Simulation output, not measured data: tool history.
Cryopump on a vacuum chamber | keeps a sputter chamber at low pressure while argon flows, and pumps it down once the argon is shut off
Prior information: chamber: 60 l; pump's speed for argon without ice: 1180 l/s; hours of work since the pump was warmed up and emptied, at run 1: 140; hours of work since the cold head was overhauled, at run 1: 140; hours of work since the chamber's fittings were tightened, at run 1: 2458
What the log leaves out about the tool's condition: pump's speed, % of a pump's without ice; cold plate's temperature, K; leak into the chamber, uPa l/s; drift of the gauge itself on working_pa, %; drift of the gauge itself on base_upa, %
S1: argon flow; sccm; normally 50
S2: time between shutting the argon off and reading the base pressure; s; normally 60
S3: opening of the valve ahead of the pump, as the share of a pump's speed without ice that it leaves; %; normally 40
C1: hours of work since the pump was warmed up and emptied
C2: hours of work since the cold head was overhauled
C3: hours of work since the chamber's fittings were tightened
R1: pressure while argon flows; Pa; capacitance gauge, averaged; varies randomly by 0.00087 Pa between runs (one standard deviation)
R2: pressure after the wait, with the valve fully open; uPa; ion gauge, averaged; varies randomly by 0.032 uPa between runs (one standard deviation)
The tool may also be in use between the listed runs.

run 1 hour=0.0 | S1=50 S2=60 S3=40 | C1=140 C2=140 C3=2458 | R1=0.1835 R2=3.59
run 2 hour=20.2 | S1=50 S2=60 S3=40 | C1=148 C2=148 C3=2467 | R1=0.1829 R2=3.67
run 3 hour=53.3 | S1=50 S2=60 S3=34 | C1=163 C2=163 C3=2481 | R1=0.2146 R2=3.74
run 4 hour=76.6 | S1=50 S2=60 S3=34 | C1=173 C2=173 C3=2491 | R1=0.2150 R2=3.71
run 5 hour=92.7 | S1=50 S2=60 S3=34 | C1=179 C2=179 C3=2498 | R1=0.2148 R2=3.78
run 6 hour=113.9 | S1=50 S2=60 S3=34 | C1=188 C2=188 C3=2507 | R1=0.2156 R2=3.75
run 7 hour=135.0 | S1=50 S2=60 S3=34 | C1=197 C2=197 C3=2516 | R1=0.2161 R2=3.80
run 8 hour=170.5 | S1=50 S2=60 S3=34 | C1=213 C2=213 C3=2531 | R1=0.2164 R2=3.76
run 9 hour=188.2 | S1=50 S2=60 S3=34 | C1=220 C2=220 C3=2538 | R1=0.2172 R2=3.65
run 10 hour=208.3 | S1=54 S2=60 S3=40 | C1=229 C2=229 C3=2547 | R1=0.1987 R2=3.82
run 11 hour=225.1 | S1=54 S2=60 S3=40 | C1=236 C2=236 C3=2554 | R1=0.1991 R2=3.81
run 12 hour=244.6 | S1=54 S2=60 S3=40 | C1=244 C2=244 C3=2562 | R1=0.2003 R2=3.85
run 13 hour=269.2 | S1=54 S2=60 S3=40 | C1=255 C2=255 C3=2573 | R1=0.1999 R2=3.87
run 14 hour=296.1 | S1=49 S2=60 S3=40 | C1=266 C2=266 C3=2584 | R1=0.1817 R2=3.93
run 15 hour=324.1 | S1=49 S2=60 S3=40 | C1=278 C2=278 C3=2596 | R1=0.1821 R2=3.91
run 16 hour=343.1 | S1=49 S2=60 S3=40 | C1=286 C2=286 C3=2604 | R1=0.1814 R2=3.81
run 17 hour=370.6 | S1=50 S2=60 S3=40 | C1=298 C2=298 C3=2616 | R1=0.1869 R2=3.99
run 18 hour=386.0 | S1=75 S2=137 S3=33 | C1=304 C2=304 C3=2623 | R1=0.3350 R2=3.16
run 19 hour=401.3 | S1=49 S2=25 S3=33 | C1=311 C2=311 C3=2629 | R1=0.2208 R2=5.97
run 20 hour=418.8 | S1=49 S2=25 S3=33 | C1=318 C2=318 C3=2636 | R1=0.2188 R2=5.99
run 21 hour=453.4 | S1=26 S2=193 S3=53 | C1=333 C2=333 C3=2651 | R1=0.0746 R2=2.87
run 22 hour=475.2 | S1=61 S2=172 S3=18 | C1=342 C2=342 C3=2661 | R1=0.4950 R2=3.02
run 23 hour=507.8 | S1=82 S2=201 S3=27 | C1=356 C2=356 C3=2674 | R1=0.4497 R2=2.99
run 24 hour=527.3 | S1=82 S2=64 S3=19 | C1=364 C2=364 C3=2683 | R1=0.6296 R2=3.94
run 25 hour=557.7 | S1=37 S2=60 S3=23 | C1=377 C2=377 C3=2696 | R1=0.2358 R2=3.93
run 26 hour=588.3 | S1=50 S2=30 S3=40 | C1=390 C2=390 C3=2709 | R1=0.1886 R2=5.39
run 27 hour=605.8 | S1=50 S2=30 S3=40 | C1=398 C2=398 C3=2716 | R1=0.1894 R2=5.44
run 28 hour=638.7 | S1=55 S2=74 S3=40 | C1=412 C2=412 C3=2730 | R1=0.2072 R2=3.78
run 29 hour=674.0 | S1=24 S2=20 S3=19 | C1=427 C2=427 C3=2745 | R1=0.1869 R2=7.18
run 30 hour=703.1 | S1=24 S2=20 S3=19 | C1=439 C2=439 C3=2758 | R1=0.1865 R2=7.18
run 31 hour=729.8 | S1=50 S2=192 S3=16 | C1=451 C2=451 C3=2769 | R1=0.4580 R2=3.20
run 32 hour=747.1 | S1=50 S2=83 S3=40 | C1=458 C2=458 C3=2776 | R1=0.1886 R2=3.73
run 33 hour=775.2 | S1=69 S2=83 S3=23 | C1=470 C2=470 C3=2788 | R1=0.4456 R2=3.81
run 34 hour=799.2 | S1=50 S2=104 S3=40 | C1=480 C2=480 C3=2798 | R1=0.1904 R2=3.62

What if the next run were any one of these 4? Each begins from the tool's condition after run 34:
run A hour=819.6 | S1=57 S2=25 S3=32 | C1=489 C2=489 C3=2807 | R1=? R2=?
run B hour=819.6 | S1=25 S2=26 S3=40 | C1=489 C2=489 C3=2807 | R1=? R2=?
run C hour=819.6 | S1=50 S2=92 S3=31 | C1=489 C2=489 C3=2807 | R1=? R2=?
run D hour=819.6 | S1=31 S2=60 S3=28 | C1=489 C2=489 C3=2807 | R1=? R2=?

run=A R1=0.2681 R2=6.25
run=B R1=0.0958 R2=6.06
run=C R1=0.2426 R2=3.75
run=D R1=0.1681 R2=4.30
Stripped of hidden state, with their random variation kept, the same runs would have yielded:
run=A R1=0.2545 R2=3.70
run=B R1=0.0898 R2=3.52
run=C R1=0.2306 R2=1.20
run=D R1=0.1606 R2=1.72

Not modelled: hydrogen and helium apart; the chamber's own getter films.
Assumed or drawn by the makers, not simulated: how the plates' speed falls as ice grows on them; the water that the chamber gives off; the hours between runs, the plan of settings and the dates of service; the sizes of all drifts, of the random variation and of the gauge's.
